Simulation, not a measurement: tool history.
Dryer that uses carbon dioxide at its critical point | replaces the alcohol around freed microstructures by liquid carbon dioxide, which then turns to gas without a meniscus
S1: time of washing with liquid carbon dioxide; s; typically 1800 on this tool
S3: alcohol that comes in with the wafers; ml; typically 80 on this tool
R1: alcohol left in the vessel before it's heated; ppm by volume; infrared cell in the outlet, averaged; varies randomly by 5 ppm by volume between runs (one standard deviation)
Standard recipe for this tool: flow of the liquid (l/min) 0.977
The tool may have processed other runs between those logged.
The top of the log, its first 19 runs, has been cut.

{"run": 20, "hour": 269.8, "S1": 1140, "flow of the liquid (l/min)": 0.977, "S3": 64, "R1": 442}
{"run": 21, "hour": 278.4, "S1": 1500, "flow of the liquid (l/min)": 0.977, "S3": 80, "R1": 224}
{"run": 22, "hour": 287.1, "S1": 1200, "flow of the liquid (l/min)": 0.589, "S3": 76, "R1": 2016}
{"run": 23, "hour": 302.7, "S1": 1200, "flow of the liquid (l/min)": 0.589, "S3": 76, "R1": 2042}
{"run": 24, "hour": 315.9, "S1": 1440, "flow of the liquid (l/min)": 0.688, "S3": 38, "R1": 458}
{"run": 25, "hour": 334.1, "S1": 1440, "flow of the liquid (l/min)": 0.688, "S3": 38, "R1": 453}
{"run": 26, "hour": 353.6, "S1": 1440, "flow of the liquid (l/min)": 0.688, "S3": 38, "R1": 462}
{"run": 27, "hour": 366.9, "S1": 1440, "flow of the liquid (l/min)": 0.688, "S3": 38, "R1": 485}
{"run": 28, "hour": 380.5, "S1": 1200, "flow of the liquid (l/min)": 0.586, "S3": 30, "R1": 921}
{"run": 29, "hour": 392.0, "S1": 1200, "flow of the liquid (l/min)": 0.586, "S3": 30, "R1": 907}
{"run": 30, "hour": 400.4, "S1": 1200, "flow of the liquid (l/min)": 0.586, "S3": 29, "R1": 876}

What if the next run were any one of these 4? Each begins from the tool's condition after run 30:
{"run": "A", "hour": 410.2, "S1": 1140, "flow of the liquid (l/min)": 1.022, "S3": 24, "R1": "?"}
{"run": "B", "hour": 410.2, "S1": 1800, "flow of the liquid (l/min)": 0.977, "S3": 70, "R1": "?"}
{"run": "C", "hour": 410.2, "S1": 1800, "flow of the liquid (l/min)": 0.977, "S3": 68, "R1": "?"}
{"run": "D", "hour": 410.2, "S1": 1200, "flow of the liquid (l/min)": 0.586, "S3": 21, "R1": "?"}

run=A R1=222
run=B R1=141
run=C R1=148
run=D R1=681
Stripped of hidden state, with their random variation kept, the same runs would have yielded:
run=A R1=91
run=B R1=23
run=C R1=30
run=D R1=481
